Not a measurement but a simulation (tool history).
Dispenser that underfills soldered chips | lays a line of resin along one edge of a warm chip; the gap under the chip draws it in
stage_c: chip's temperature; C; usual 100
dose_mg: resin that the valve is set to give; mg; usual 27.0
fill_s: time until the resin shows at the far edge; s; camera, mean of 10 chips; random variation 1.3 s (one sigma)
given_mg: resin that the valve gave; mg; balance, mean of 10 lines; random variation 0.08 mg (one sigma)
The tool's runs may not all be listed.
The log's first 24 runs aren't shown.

run	hour	stage_c	dose_mg	fill_s	given_mg
# hour 120.1: new syringe of resin
25	122.3	98	23.0	137.2	22.54
26	127.9	99	23.6	162.3	22.95
# hour 128.8: new syringe of resin
27	131.6	105	25.8	111.0	25.07
28	135.5	114	31.0	102.4	30.03
# hour 137.0: new syringe of resin
29	142.4	109	27.5	104.6	26.50
# hour 145.6: new syringe of resin
# hour 147.9: dispensing valve cleaned and set on the balance
30	149.9	92	24.0	167.0	23.95
# hour 154.9: new syringe of resin
31	155.7	91	32.3	149.5	32.11
32	161.9	114	23.6	102.1	23.28
# hour 163.1: new syringe of resin
33	169.0	108	29.1	110.4	28.72
# hour 171.2: new syringe of resin
34	175.7	108	29.1	107.3	28.55
35	178.9	110	31.9	112.4	31.30
# hour 179.8: new syringe of resin
36	185.3	95	31.0	163.2	30.53

3 ways to go on from here, each from the tool as it stands after run 36. What would each give?
# hour 188.1: new syringe of resin
A	191.3	88	31.0	?	?
# hour 188.1: new syringe of resin
B	191.3	113	31.0	?	?
# hour 188.1: new syringe of resin
C	191.3	95	33.2	?	?

run	fill_s	given_mg
A	184.0	30.49
B	87.2	30.24
C	145.8	32.46
Without the tool's hidden state the same runs would have given:
run	fill_s	given_mg
A	176.5	31.17
B	82.9	30.92
C	139.5	33.18

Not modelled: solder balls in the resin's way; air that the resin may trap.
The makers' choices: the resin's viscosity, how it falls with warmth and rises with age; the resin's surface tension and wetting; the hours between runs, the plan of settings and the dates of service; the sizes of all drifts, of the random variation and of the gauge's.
